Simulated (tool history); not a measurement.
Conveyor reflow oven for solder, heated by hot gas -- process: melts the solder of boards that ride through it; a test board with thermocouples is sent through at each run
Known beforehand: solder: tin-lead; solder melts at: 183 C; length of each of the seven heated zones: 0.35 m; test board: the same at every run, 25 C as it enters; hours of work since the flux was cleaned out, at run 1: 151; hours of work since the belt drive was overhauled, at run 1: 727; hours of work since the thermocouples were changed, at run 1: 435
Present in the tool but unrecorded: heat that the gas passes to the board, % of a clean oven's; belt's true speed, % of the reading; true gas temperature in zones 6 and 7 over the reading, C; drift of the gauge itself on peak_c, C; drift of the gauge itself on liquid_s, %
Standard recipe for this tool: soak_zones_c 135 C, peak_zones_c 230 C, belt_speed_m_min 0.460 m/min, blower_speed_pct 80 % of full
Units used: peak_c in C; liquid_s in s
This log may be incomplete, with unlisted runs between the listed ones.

run   hour  soak_zones_c  peak_zones_c  belt_speed_m_min  blower_speed_pct  hours of work since the flux was cleaned out  hours of work since the belt drive was overhauled  hours of work since the thermocouples were changed  peak_c  liquid_s
  1    0.0           135           230             0.460                80                                           151                                                727                                                 435   214.0      65.9
  2   11.4           136           230             0.460                80                                           159                                                735                                                 443   214.1      66.2
  3   24.0           136           230             0.460                80                                           168                                                744                                                 452   214.3      66.6
  4   36.2           136           230             0.460                80                                           177                                                753                                                 461   213.8      66.1
  5   59.1           136           230             0.460                80                                           193                                                769                                                 477   214.0      65.4
  6   76.7           136           230             0.460                80                                           206                                                782                                                 490   213.7      65.7
  7   92.5           136           230             0.503                80                                           217                                                793                                                 501   211.0      56.3
  8  113.2           135           230             0.460                73                                           232                                                808                                                 516   212.0      63.2
  9  130.2           135           230             0.460                73                                           244                                                820                                                 528   211.8      62.8
 10  143.6           135           220             0.460                80                                           254                                                830                                                 538   204.4      55.4
 11  160.2           135           220             0.460                80                                           266                                                841                                                 550   204.9      54.9
 12  177.1           135           230             0.460                80                                           278                                                854                                                 562   213.4      64.8
 13  196.3           135           230             0.460                80                                           291                                                867                                                 576   213.4      64.7
 14  216.0           135           245             0.460                80                                           306                                                881                                                 590   226.6      76.1
 15  229.3           135           245             0.460                80                                           315                                                891                                                 599   226.6      76.2
 16  250.9           135           223             0.460                80                                           331                                                906                                                 615   207.0      58.3
 17  271.6           135           223             0.460                62                                           345                                                921                                                 629   202.4      49.8
     281.8  -- belt drive overhauled, speed set with a stopwatch
 18  300.0           135           223             0.460                62                                           363                                                 13                                                 647   201.9      46.8
 19  320.0           136           218             0.460                62                                           377                                                 27                                                 661   197.7      40.9
 20  340.0           136           218             0.460                62                                           391                                                 42                                                 676   197.6      41.3
 21  357.6           136           218             0.460                62                                           404                                                 54                                                 688   197.7      41.0
 22  372.3           135           224             0.460                80                                           415                                                 65                                                 699   206.8      56.6
 23  394.5           135           224             0.460                80                                           430                                                 81                                                 715   207.0      56.3
 24  410.9           138           229             0.486                83                                           442                                                 92                                                 726   210.6      58.0
 25  433.1           135           230             0.450                80                                           458                                                108                                                 742   212.8      64.3
 26  450.9           135           230             0.450                84                                           471                                                121                                                 755   213.3      65.3
 27  472.1           128           228             0.450                84                                           486                                                136                                                 770   210.3      59.7
     488.1  -- flux residue cleaned out of gas plates and filters
 28  494.0           135           243             0.460                80                                             4                                                148                                                 782   224.7      74.1
 29  509.3           135           242             0.487                73                                            15                                                159                                                 793   220.3      66.0
 30  528.3           135           240             0.460                62                                            29                                                173                                                 807   216.9      66.3
 31  551.1           143           232             0.455                66                                            45                                                189                                                 823   213.5      67.1

Describe how what the log doesn't record of the tool's condition differs between the last listed run preceding each entry between runs and the first listed run following it.
From run 17 to run 18: belt drive overhauled, speed set with a stopwatch (hour 281.8)
  heat that the gas passes to the board, % of a clean oven's: 94.5 -> 94.3; belt's true speed, % of the reading: 97.81 -> 99.95; true gas temperature in zones 6 and 7 over the reading, C: -1.24 -> -1.29
  measured value less the no-hidden-state value, peak_c: -1.6 -> -2.4 C; liquid_s: -1.4 -> -4.0 s
From run 27 to run 28: flux residue cleaned out of gas plates and filters (hour 488.1)
  heat that the gas passes to the board, % of a clean oven's: 92.7 -> 99.4; belt's true speed, % of the reading: 99.62 -> 99.59; true gas temperature in zones 6 and 7 over the reading, C: -1.6 -> -1.63
  measured value less the no-hidden-state value, peak_c: -3.3 -> -1.5 C; liquid_s: -4.0 -> -0.8 s

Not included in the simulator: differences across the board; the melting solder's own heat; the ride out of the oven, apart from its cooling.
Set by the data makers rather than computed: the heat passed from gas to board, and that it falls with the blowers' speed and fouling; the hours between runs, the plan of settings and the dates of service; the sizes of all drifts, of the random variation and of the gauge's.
